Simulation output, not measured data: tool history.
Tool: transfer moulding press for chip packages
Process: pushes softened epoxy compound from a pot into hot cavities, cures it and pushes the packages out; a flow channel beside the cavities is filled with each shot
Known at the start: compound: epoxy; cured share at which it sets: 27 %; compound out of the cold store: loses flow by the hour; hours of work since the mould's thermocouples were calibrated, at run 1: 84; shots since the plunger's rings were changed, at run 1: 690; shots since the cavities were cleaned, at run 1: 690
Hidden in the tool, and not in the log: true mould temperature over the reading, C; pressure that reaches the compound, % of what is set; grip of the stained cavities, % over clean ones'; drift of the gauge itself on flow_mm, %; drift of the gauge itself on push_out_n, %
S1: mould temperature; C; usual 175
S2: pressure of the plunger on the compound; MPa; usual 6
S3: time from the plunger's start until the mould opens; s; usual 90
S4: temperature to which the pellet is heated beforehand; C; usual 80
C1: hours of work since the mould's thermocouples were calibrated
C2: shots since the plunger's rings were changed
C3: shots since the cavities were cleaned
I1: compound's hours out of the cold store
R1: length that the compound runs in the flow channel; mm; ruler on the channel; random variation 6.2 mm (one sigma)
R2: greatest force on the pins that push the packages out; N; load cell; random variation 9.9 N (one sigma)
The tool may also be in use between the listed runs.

{"run": 1, "day": 0.0, "S1": 175, "S2": 6, "S3": 90, "S4": 80, "C1": 84, "C2": 690, "C3": 690, "I1": 11.3, "R1": 1009, "R2": 773}
{"run": 2, "day": 0.542, "S1": 175, "S2": 6, "S3": 90, "S4": 80, "C1": 91, "C2": 832, "C3": 832, "I1": 46.5, "R1": 817, "R2": 786}
{"run": 3, "day": 1.004, "S1": 175, "S2": 4.73, "S3": 90, "S4": 80, "C1": 97, "C2": 953, "C3": 953, "I1": 42.5, "R1": 738, "R2": 779}
{"day": 1.3, "done": "cavities cleaned with cleaning compound and waxed"}
{"run": 4, "day": 1.608, "S1": 175, "S2": 4.73, "S3": 90, "S4": 80, "C1": 103, "C2": 1094, "C3": 81, "I1": 33.1, "R1": 791, "R2": 513}
{"run": 5, "day": 2.133, "S1": 175, "S2": 4.73, "S3": 90, "S4": 80, "C1": 110, "C2": 1232, "C3": 219, "I1": 31.4, "R1": 788, "R2": 582}
{"run": 6, "day": 2.562, "S1": 175, "S2": 4.73, "S3": 90, "S4": 80, "C1": 115, "C2": 1344, "C3": 331, "I1": 9, "R1": 897, "R2": 670}
{"run": 7, "day": 3.367, "S1": 177, "S2": 6.98, "S3": 90, "S4": 79, "C1": 125, "C2": 1554, "C3": 541, "I1": 43.9, "R1": 884, "R2": 705}
{"run": 8, "day": 4.033, "S1": 178, "S2": 6.98, "S3": 90, "S4": 79, "C1": 134, "C2": 1729, "C3": 716, "I1": 14.7, "R1": 1045, "R2": 748}
{"run": 9, "day": 4.654, "S1": 178, "S2": 6.98, "S3": 90, "S4": 79, "C1": 142, "C2": 1891, "C3": 878, "I1": 24.6, "R1": 982, "R2": 802}
{"day": 5.221, "done": "cavities cleaned with cleaning compound and waxed"}
{"run": 10, "day": 5.492, "S1": 178, "S2": 6.98, "S3": 90, "S4": 79, "C1": 151, "C2": 2093, "C3": 70, "I1": 38.2, "R1": 901, "R2": 467}

Forecast each of these 5 alternatives for the next run:
{"run": "A", "day": 6.229, "S1": 172, "S2": 6, "S3": 90, "S4": 80, "C1": 160, "C2": 2286, "C3": 263, "I1": 35.3, "R1": "?", "R2": "?"}
{"run": "B", "day": 6.229, "S1": 177, "S2": 6, "S3": 90, "S4": 80, "C1": 160, "C2": 2286, "C3": 263, "I1": 26.4, "R1": "?", "R2": "?"}
{"run": "C", "day": 6.229, "S1": 170, "S2": 5.87, "S3": 118, "S4": 80, "C1": 160, "C2": 2286, "C3": 263, "I1": 14.6, "R1": "?", "R2": "?"}
{"run": "D", "day": 6.229, "S1": 183, "S2": 6.98, "S3": 82, "S4": 73, "C1": 160, "C2": 2286, "C3": 263, "I1": 44.8, "R1": "?", "R2": "?"}
{"run": "E", "day": 6.229, "S1": 183, "S2": 6.35, "S3": 90, "S4": 76, "C1": 160, "C2": 2286, "C3": 263, "I1": 16, "R1": "?", "R2": "?"}

run=A R1=846 R2=613
run=B R1=899 R2=577
run=C R1=974 R2=598
run=D R1=852 R2=563
run=E R1=971 R2=587
Without the tool's hidden state the same runs would have given:
run=A R1=874 R2=458
run=B R1=929 R2=429
run=C R1=1006 R2=444
run=D R1=880 R2=415
run=E R1=1003 R2=436
